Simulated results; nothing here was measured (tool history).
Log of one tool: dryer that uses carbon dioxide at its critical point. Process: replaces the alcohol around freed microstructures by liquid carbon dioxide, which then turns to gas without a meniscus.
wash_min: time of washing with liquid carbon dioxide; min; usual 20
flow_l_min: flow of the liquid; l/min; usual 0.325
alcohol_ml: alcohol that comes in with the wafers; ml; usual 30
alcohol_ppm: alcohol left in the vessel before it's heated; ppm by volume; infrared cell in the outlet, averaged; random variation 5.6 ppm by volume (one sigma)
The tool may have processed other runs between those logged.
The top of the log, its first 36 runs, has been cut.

| run | day | wash_min | flow_l_min | alcohol_ml | hours of work since the filter was changed | hours of work since the purifier's bed was changed | alcohol_ppm |
|---|---|---|---|---|---|---|---|
|  | 19.975 | inlet filter changed |
| 37 | 20.250 | 26 | 0.280 | 78 | 3 | 386 | 276 |
| 38 | 21.021 | 19 | 0.250 | 78 | 10 | 394 | 1841 |
| 39 | 21.646 | 19 | 0.250 | 78 | 16 | 400 | 1946 |
| 40 | 22.358 | 19 | 0.250 | 78 | 23 | 407 | 1943 |
| 41 | 22.958 | 19 | 0.250 | 78 | 29 | 413 | 1956 |
| 42 | 23.746 | 19 | 0.250 | 78 | 37 | 421 | 1992 |
| 43 | 24.225 | 29 | 0.320 | 58 | 42 | 426 | 76 |
| 44 | 24.854 | 29 | 0.320 | 58 | 48 | 432 | 76 |
| 45 | 25.604 | 20 | 0.336 | 115 | 55 | 439 | 644 |
| 46 | 26.067 | 24 | 0.336 | 50 | 60 | 444 | 127 |

What if the next run were any one of these 5? Each begins from the tool's condition after run 46:
| A | 26.408 | 25 | 0.325 | 26 | 63 | 447 | ? |
| B | 26.408 | 16 | 0.336 | 50 | 63 | 447 | ? |
| C | 26.408 | 20 | 0.325 | 34 | 63 | 447 | ? |
| D | 26.408 | 12 | 0.325 | 30 | 63 | 447 | ? |
| E | 26.408 | 15 | 0.336 | 112 | 63 | 447 | ? |

| run | alcohol_ppm |
|---|---|
| A | 84 |
| B | 799 |
| C | 257 |
| D | 1472 |
| E | 2290 |
Stripped of hidden state, with their random variation kept, the same runs would have yielded:
| run | alcohol_ppm |
|---|---|
| A | 47 |
| B | 691 |
| C | 200 |
| D | 1334 |
| E | 2042 |

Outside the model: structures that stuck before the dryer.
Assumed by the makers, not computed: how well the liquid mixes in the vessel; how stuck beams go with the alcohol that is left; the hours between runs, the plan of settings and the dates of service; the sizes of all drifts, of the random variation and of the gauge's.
